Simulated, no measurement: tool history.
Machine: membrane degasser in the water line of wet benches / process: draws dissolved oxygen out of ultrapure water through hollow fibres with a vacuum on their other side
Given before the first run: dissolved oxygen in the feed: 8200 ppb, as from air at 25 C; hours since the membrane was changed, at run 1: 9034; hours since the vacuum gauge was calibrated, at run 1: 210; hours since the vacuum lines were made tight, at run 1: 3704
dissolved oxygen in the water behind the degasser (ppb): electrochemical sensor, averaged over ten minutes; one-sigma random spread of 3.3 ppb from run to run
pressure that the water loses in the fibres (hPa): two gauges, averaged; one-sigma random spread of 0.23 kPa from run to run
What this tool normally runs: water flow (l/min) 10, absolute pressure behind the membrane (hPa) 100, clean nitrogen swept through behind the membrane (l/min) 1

run,hour,water flow (l/min),absolute pressure behind the membrane (hPa),clean nitrogen swept through behind the membrane (l/min),hours since the membrane was changed,hours since the vacuum gauge was calibrated,hours since the vacuum lines were made tight,dissolved oxygen in the water behind the degasser (ppb),pressure that the water loses in the fibres (hPa)
1,0,10,100,1,9034,210,3704,357.1,609.3
2,177.5,10,100,2.36,9212,388,3881,265.5,607.7
3,515,10,100,2.36,9549,725,4219,268.1,612
4,873.5,10,238,2.36,9908,1084,4577,414,612.7
5,1026.9,10,238,2.36,10061,1237,4731,406.3,611.7
6,1268.2,10,238,2.36,10303,1478,4972,413.6,610.5
7,1618.5,10,238,2.36,10653,1829,5322,413.6,612.4
8,1910.3,10,238,2.36,10945,2121,5614,413.5,612.7
9,2108.9,10,238,2.36,11143,2319,5813,408,617
10,2314.8,10,100,1,11349,2525,6019,366.6,611.2
11,2495.2,10,111,1,11530,2705,6199,387.5,616.7
12,2672.8,10,111,1,11707,2883,6377,381.7,616.7
13,2989.7,10,100,1,12024,3200,6694,362.4,617.6
14,3255,10,100,1,12290,3465,6959,361.3,616.9
15,3441.8,10,100,1,12476,3652,7146,371.7,615.5
16,3591.1,10,69,1,12626,3801,7295,295.7,620.6
17,3863.3,7,138,2.87,12898,4074,7567,154.3,434.3
18,4028.1,7,138,2.87,13063,4238,7732,157.7,432.7
19,4345.6,10,93,1,13380,4556,8050,356.6,621.7
20,4646.6,10,243,0.61,13681,4857,8350,933,616.5
21,4805.9,10,243,0.61,13840,5016,8510,938.1,622.5
22,5026,16,153,1,14060,5236,8730,898.4,988.5
23,5269.3,10,62,2.02,14304,5480,8973,253.8,621.9
24,5523.4,15,62,2.02,14558,5734,9227,515.4,928.8
25,5741.8,15,62,2.02,14776,5952,9446,508.6,928.1
26,6056.1,15,152,1.07,15091,6266,9760,813.5,936.1
27,6321.2,7,152,0.51,15356,6532,10025,482.1,433.4
28,6509.8,7,145,0.98,15544,6720,10214,297.3,436.4
# hour 6600.3: vacuum gauge calibrated
29,6654.6,7,145,0.98,15689,54,10358,296.3,435.2
30,6837.7,13,199,0.87,15872,237,10541,878.8,807.6
31,7095.9,13,202,0.87,16130,496,10799,880.8,805.8
32,7375.9,13,202,0.87,16410,776,11079,882.5,814.4

Predict each of these 3 candidate next runs independently; none follows another, all start after run 32:
A,7644.6,14,202,2.68,16679,1044,11348,?,?
B,7644.6,12,85,2.25,16679,1044,11348,?,?
C,7644.6,10,80,0.66,16679,1044,11348,?,?

run,dissolved oxygen in the water behind the degasser (ppb),pressure that the water loses in the fibres (hPa)
A,621.7,875
B,380.7,747
C,384,628.7
The same runs, with their run-to-run variation unchanged, on a tool lacking any hidden condition would have given:
run,dissolved oxygen in the water behind the degasser (ppb),pressure that the water loses in the fibres (hPa)
A,550,826.9
B,324,705.8
C,336.7,594.3
